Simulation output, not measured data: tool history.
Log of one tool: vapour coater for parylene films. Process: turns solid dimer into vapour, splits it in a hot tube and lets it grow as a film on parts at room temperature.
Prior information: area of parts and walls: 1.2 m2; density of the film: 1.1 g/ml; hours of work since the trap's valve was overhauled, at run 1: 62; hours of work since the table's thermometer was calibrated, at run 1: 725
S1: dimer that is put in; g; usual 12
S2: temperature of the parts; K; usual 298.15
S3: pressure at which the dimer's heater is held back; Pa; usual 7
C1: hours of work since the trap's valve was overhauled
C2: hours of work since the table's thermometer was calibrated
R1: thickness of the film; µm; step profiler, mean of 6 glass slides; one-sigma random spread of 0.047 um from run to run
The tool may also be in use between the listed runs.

run	day	S1	S2	S3	C1	C2	R1
1	0	12	298.15	7	62	725	5.36
2	2.121	12	298.15	7	92	755	5.4
3	3.679	12	298.15	7	114	778	5.42
4	6.029	12	301.15	7	147	811	4.86
5	7.558	12	298.15	7	169	833	5.48
6	10.396	12	298.15	7	210	873	5.31
7	12.275	12	298.15	7	237	900	5.4
# day 13.938: trap's valve overhauled
8	14.042	7	293.15	7	1	923	3.7
9	16.925	7	292.15	4.81	43	964	4.05
10	19.512	7	292.15	4.81	80	1001	4.13
11	20.792	12	296.15	2.61	98	1019	6.78
12	23.717	12	292.15	3.08	139	1061	7.54
13	25.171	12	292.15	3.08	160	1081	7.44
14	28.029	12	292.15	3.08	201	1122	7.55

Forecast each of these 4 alternatives for the next run:
A	30.883	19	294.15	4.66	242	1163	?
B	30.883	15	296.15	3.08	242	1163	?
C	30.883	6	306.15	3.08	242	1163	?
D	30.883	20	292.15	3.08	242	1163	?

run	R1
A	10.33
B	8.25
C	2.33
D	12.53
Without the tool's hidden state the same runs would have given:
run	R1
A	10.37
B	8.29
C	2.34
D	12.59

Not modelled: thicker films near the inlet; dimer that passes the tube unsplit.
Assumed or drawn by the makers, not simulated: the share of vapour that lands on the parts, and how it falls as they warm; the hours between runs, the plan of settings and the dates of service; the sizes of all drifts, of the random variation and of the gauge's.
